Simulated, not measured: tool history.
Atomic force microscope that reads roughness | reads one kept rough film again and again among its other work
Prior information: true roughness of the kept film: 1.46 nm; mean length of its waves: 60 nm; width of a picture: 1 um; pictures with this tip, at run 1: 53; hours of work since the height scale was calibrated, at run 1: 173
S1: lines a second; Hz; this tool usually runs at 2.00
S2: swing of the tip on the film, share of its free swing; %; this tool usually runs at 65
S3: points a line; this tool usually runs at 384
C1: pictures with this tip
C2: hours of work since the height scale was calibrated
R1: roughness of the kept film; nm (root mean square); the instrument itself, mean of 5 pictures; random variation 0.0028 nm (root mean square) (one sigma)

| run | hour | S1 | S2 | S3 | C1 | C2 | R1 |
|---|---|---|---|---|---|---|---|
| 1 | 0.0 | 2.00 | 65 | 384 | 53 | 173 | 1.382 |
| 2 | 10.1 | 2.00 | 65 | 384 | 62 | 178 | 1.380 |
| 3 | 15.5 | 2.00 | 65 | 384 | 66 | 180 | 1.381 |
| 4 | 24.7 | 2.00 | 65 | 384 | 74 | 185 | 1.381 |
| 5 | 33.5 | 2.00 | 65 | 384 | 81 | 189 | 1.377 |
| 6 | 39.3 | 2.00 | 65 | 384 | 86 | 191 | 1.381 |
| 7 | 47.9 | 2.00 | 65 | 384 | 93 | 195 | 1.379 |
| 8 | 52.6 | 2.00 | 65 | 384 | 97 | 197 | 1.377 |
| 9 | 61.3 | 2.00 | 65 | 384 | 104 | 202 | 1.375 |
| 10 | 67.6 | 2.00 | 65 | 384 | 109 | 204 | 1.375 |
| 11 | 76.9 | 2.00 | 59 | 384 | 116 | 209 | 1.386 |
| 12 | 82.2 | 2.00 | 59 | 384 | 121 | 211 | 1.382 |
| 13 | 93.0 | 2.00 | 65 | 384 | 130 | 216 | 1.364 |
| 14 | 101.4 | 2.00 | 65 | 384 | 136 | 220 | 1.368 |
| 15 | 109.6 | 0.76 | 56 | 537 | 143 | 224 | 1.399 |
| 16 | 114.8 | 0.76 | 61 | 537 | 147 | 226 | 1.401 |
| 17 | 123.5 | 3.41 | 66 | 699 | 155 | 230 | 1.342 |
|  | 125.1 | height scale calibrated on a step standard |
| 18 | 133.5 | 1.34 | 86 | 893 | 162 | 4 | 1.322 |
| 19 | 139.7 | 1.34 | 79 | 893 | 167 | 7 | 1.345 |
| 20 | 150.3 | 0.67 | 56 | 384 | 176 | 12 | 1.391 |
|  | 160.4 | height scale calibrated on a step standard, once more |
| 21 | 160.4 | 0.67 | 57 | 272 | 183 | 0 | 1.403 |
| 22 | 167.6 | 0.72 | 57 | 272 | 189 | 3 | 1.402 |

Expected results for the next run?
| 23 | 175.0 | 0.50 | 65 | 428 | 195 | 7 | ? |

Run 23 measured R1 1.404 nm (root mean square).
The same run, on a tool lacking any hidden state, would have yielded R1 1.427 nm (root mean square).

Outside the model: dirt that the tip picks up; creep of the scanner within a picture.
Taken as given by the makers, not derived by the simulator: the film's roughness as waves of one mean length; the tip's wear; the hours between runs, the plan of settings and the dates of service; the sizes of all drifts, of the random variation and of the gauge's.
